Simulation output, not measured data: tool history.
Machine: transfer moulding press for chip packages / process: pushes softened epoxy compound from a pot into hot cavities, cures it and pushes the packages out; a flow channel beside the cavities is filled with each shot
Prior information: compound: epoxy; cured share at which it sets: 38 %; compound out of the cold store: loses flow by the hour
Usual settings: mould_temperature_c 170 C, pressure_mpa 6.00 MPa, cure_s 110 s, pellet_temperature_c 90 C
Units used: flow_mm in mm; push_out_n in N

run,hour,mould_temperature_c,pressure_mpa,cure_s,pellet_temperature_c,incoming compound's hours out of the cold store,flow_mm,push_out_n
1,0.0,170,6.00,110,90,20.1,904,587
2,67.5,170,6.00,110,90,39.4,874,773
# hour 117.3: cavities cleaned with cleaning compound and waxed
3,129.7,170,6.00,110,90,48.0,844,1043
4,198.6,170,6.00,141,90,40.1,849,873
# hour 233.4: cavities cleaned with cleaning compound and waxed
5,252.3,170,6.00,110,90,21.7,886,652
# hour 263.6: cavities cleaned with cleaning compound and waxed, once more
6,322.7,175,6.00,110,90,24.6,864,650
# hour 348.6: plunger's sealing rings changed
# hour 383.7: cavities cleaned with cleaning compound and waxed
7,386.9,170,6.00,110,99,10.0,928,589
8,422.2,170,6.00,110,99,33.2,881,678
9,469.4,170,6.00,110,90,22.5,898,813
# hour 502.5: cavities cleaned with cleaning compound and waxed
10,532.3,170,6.00,110,90,46.3,849,630
11,574.7,170,7.37,110,90,42.1,938,761
# hour 620.6: cavities cleaned with cleaning compound and waxed
12,624.7,170,7.37,110,90,27.6,982,589
13,673.2,170,7.37,110,90,12.7,1003,746
14,704.7,170,7.37,110,90,12.4,1009,839
# hour 738.7: cavities cleaned with cleaning compound and waxed
15,774.0,173,7.37,146,81,16.0,978,548
# hour 813.9: plunger's sealing rings changed
16,817.4,169,6.56,125,83,32.7,932,695
# hour 857.0: cavities cleaned with cleaning compound and waxed
17,867.3,164,4.54,124,99,44.3,767,653
18,916.8,168,6.00,124,99,11.9,919,687
19,955.1,172,7.43,124,91,41.6,948,669
# hour 976.6: cavities cleaned with cleaning compound and waxed
20,1007.5,169,4.55,96,86,23.9,775,894
21,1060.0,170,5.58,98,82,46.8,811,895
# hour 1092.5: cavities cleaned with cleaning compound and waxed
22,1111.9,177,6.45,105,93,16.9,902,533
23,1161.6,177,6.44,94,93,45.2,846,705
# hour 1209.8: cavities cleaned with cleaning compound and waxed
24,1210.9,170,6.00,146,90,8.1,909,464
# hour 1218.1: mould's thermocouples calibrated
25,1256.2,170,6.00,95,90,45.2,840,967
# hour 1283.3: plunger's sealing rings changed
26,1304.2,170,5.63,110,99,22.5,879,909
# hour 1329.7: cavities cleaned with cleaning compound and waxed
27,1353.4,170,5.63,110,99,44.7,833,676

Here are 3 independent what-if runs from the current tool condition. What would each one return?
A,1421.2,170,6.00,110,91,29.1,?,?
B,1421.2,170,5.63,117,96,21.7,?,?
C,1421.2,170,6.60,110,99,41.8,?,?

run,flow_mm,push_out_n
A,902,860
B,876,812
C,904,830
Take away the tool's hidden state, keep each run's random variation, and the runs would have read:
run,flow_mm,push_out_n
A,910,596
B,884,559
C,912,572
